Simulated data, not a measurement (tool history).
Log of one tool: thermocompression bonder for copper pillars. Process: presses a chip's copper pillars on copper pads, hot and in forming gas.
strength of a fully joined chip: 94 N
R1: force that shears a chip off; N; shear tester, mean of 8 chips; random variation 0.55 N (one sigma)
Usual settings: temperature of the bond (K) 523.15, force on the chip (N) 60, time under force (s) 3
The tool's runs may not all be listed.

Run 1, hour 0.0: usual settings. Result: R1 48.2 N.
Run 2, hour 10.3: usual settings. Result: R1 48.4 N.
Run 3, hour 32.1: usual settings but temperature of the bond (K) 512.15. Result: R1 40.2 N.
Run 4, hour 52.4: usual settings but temperature of the bond (K) 501.15. Result: R1 34.4 N.
Run 5, hour 68.5: usual settings but force on the chip (N) 39. Result: R1 31.5 N.
Run 6, hour 79.4: usual settings but force on the chip (N) 82. Result: R1 60.2 N.
Run 7, hour 93.4: usual settings. Result: R1 48.9 N.
Run 8, hour 109.7: usual settings. Result: R1 47.9 N.
Run 9, hour 130.7: usual settings but temperature of the bond (K) 526.15. Result: R1 48.8 N.
Run 10, hour 145.8: usual settings but temperature of the bond (K) 526.15. Result: R1 48.3 N.
Run 11, hour 156.1: usual settings but force on the chip (N) 45. Result: R1 36.2 N.
Run 12, hour 169.0: usual settings but force on the chip (N) 45. Result: R1 36.1 N.
At hour 171.3: forming gas filter changed.
Run 13, hour 179.5: usual settings but force on the chip (N) 51. Result: R1 43.5 N.
Run 14, hour 192.1: usual settings but force on the chip (N) 51. Result: R1 43.4 N.
Run 15, hour 203.6: usual settings but force on the chip (N) 51. Result: R1 43.4 N.
Run 16, hour 218.1: usual settings but force on the chip (N) 51. Result: R1 43.5 N.
Run 17, hour 229.9: usual settings but force on the chip (N) 51. Result: R1 42.7 N.
Run 18, hour 244.4: usual settings but force on the chip (N) 51. Result: R1 42.6 N.
At hour 248.3: heater calibrated with a thermocouple chip.
Run 19, hour 258.3: usual settings but force on the chip (N) 63. Result: R1 52.3 N.
Run 20, hour 275.2: usual settings. Result: R1 51.0 N.
Run 21, hour 289.1: usual settings. Result: R1 49.9 N.
Run 22, hour 298.6: usual settings but temperature of the bond (K) 531.15, force on the chip (N) 42. Result: R1 40.5 N.
Run 23, hour 322.3: usual settings but temperature of the bond (K) 535.15, force on the chip (N) 65, time under force (s) 2. Result: R1 54.1 N.
At hour 335.6: heater calibrated with a thermocouple chip, once more.
Run 24, hour 338.3: usual settings but temperature of the bond (K) 499.15, force on the chip (N) 39, time under force (s) 6. Result: R1 28.2 N.
Run 25, hour 349.1: usual settings but temperature of the bond (K) 538.15, force on the chip (N) 36, time under force (s) 8. Result: R1 50.1 N.
Run 26, hour 367.1: usual settings but temperature of the bond (K) 538.15, force on the chip (N) 36, time under force (s) 8. Result: R1 50.1 N.
Run 27, hour 388.1: usual settings but temperature of the bond (K) 538.15, force on the chip (N) 36, time under force (s) 8. Result: R1 49.1 N.
Run 28, hour 401.0: usual settings but time under force (s) 4. Result: R1 51.5 N.
Run 29, hour 422.6: usual settings but temperature of the bond (K) 494.15, force on the chip (N) 36. Result: R1 17.0 N.
Run 30, hour 444.6: usual settings but temperature of the bond (K) 494.15, force on the chip (N) 72. Result: R1 35.9 N.

The next listed run, before its measurement:
Run 31, hour 462.5: usual settings but temperature of the bond (K) 527.15, force on the chip (N) 56, time under force (s) 9. Result: R1 ?.

{"run 31": {"R1": 62.7}}
Without the tool's hidden state the same run would have given R1 64.7 N.
